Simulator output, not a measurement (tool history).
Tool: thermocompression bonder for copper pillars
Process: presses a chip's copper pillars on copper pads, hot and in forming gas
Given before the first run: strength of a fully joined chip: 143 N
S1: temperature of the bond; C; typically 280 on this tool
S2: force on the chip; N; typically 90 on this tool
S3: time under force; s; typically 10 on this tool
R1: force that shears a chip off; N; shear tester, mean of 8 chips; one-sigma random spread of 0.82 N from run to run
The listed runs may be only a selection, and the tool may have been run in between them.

run 1 hour=0.0 | S1=280 S2=90 S3=10 | R1=72.0
run 2 hour=7.3 | S1=280 S2=90 S3=10 | R1=70.8
run 3 hour=14.8 | S1=280 S2=90 S3=10 | R1=72.9
run 4 hour=26.5 | S1=280 S2=90 S3=10 | R1=70.9
run 5 hour=35.2 | S1=280 S2=90 S3=10 | R1=71.6
run 6 hour=49.9 | S1=296 S2=90 S3=10 | R1=79.7
run 7 hour=59.1 | S1=296 S2=90 S3=10 | R1=81.2
run 8 hour=67.5 | S1=310 S2=90 S3=10 | R1=89.0
run 9 hour=80.0 | S1=280 S2=90 S3=10 | R1=68.8
run 10 hour=91.5 | S1=280 S2=90 S3=10 | R1=68.5
run 11 hour=99.2 | S1=294 S2=90 S3=10 | R1=76.9
run 12 hour=112.2 | S1=294 S2=90 S3=25 | R1=101.0
run 13 hour=121.2 | S1=294 S2=90 S3=25 | R1=100.4
run 14 hour=135.3 | S1=280 S2=90 S3=10 | R1=68.9
run 15 hour=145.6 | S1=280 S2=90 S3=10 | R1=67.4
run 16 hour=153.7 | S1=280 S2=90 S3=10 | R1=67.3
run 17 hour=163.4 | S1=280 S2=90 S3=10 | R1=68.0
run 18 hour=173.6 | S1=280 S2=90 S3=10 | R1=66.7
run 19 hour=180.0 | S1=280 S2=90 S3=10 | R1=67.2
run 20 hour=190.5 | S1=280 S2=90 S3=10 | R1=67.2
run 21 hour=200.8 | S1=280 S2=90 S3=10 | R1=66.0
run 22 hour=211.0 | S1=280 S2=100 S3=9 | R1=67.1
run 23 hour=219.9 | S1=280 S2=56 S3=7 | R1=40.8
run 24 hour=228.5 | S1=271 S2=59 S3=14 | R1=50.2
run 25 hour=241.3 | S1=251 S2=111 S3=18 | R1=68.9
run 26 hour=253.7 | S1=267 S2=88 S3=8 | R1=50.9
run 27 hour=265.9 | S1=258 S2=57 S3=11 | R1=37.7
run 28 hour=279.8 | S1=258 S2=57 S3=11 | R1=38.1
run 29 hour=291.1 | S1=286 S2=110 S3=23 | R1=95.1
run 30 hour=304.2 | S1=286 S2=110 S3=23 | R1=95.3
-- hour=310.8 forming gas filter changed
run 31 hour=311.4 | S1=280 S2=61 S3=11 | R1=55.4
run 32 hour=321.5 | S1=291 S2=92 S3=12 | R1=83.3
run 33 hour=333.2 | S1=284 S2=66 S3=9 | R1=57.7

For run 34, what comes out?
run 34 hour=339.6 | S1=284 S2=66 S3=9 | R1=?

For run 34 the tool returned R1 56.7 N.
With no hidden state in the tool, this same run would have given R1 61.0 N.
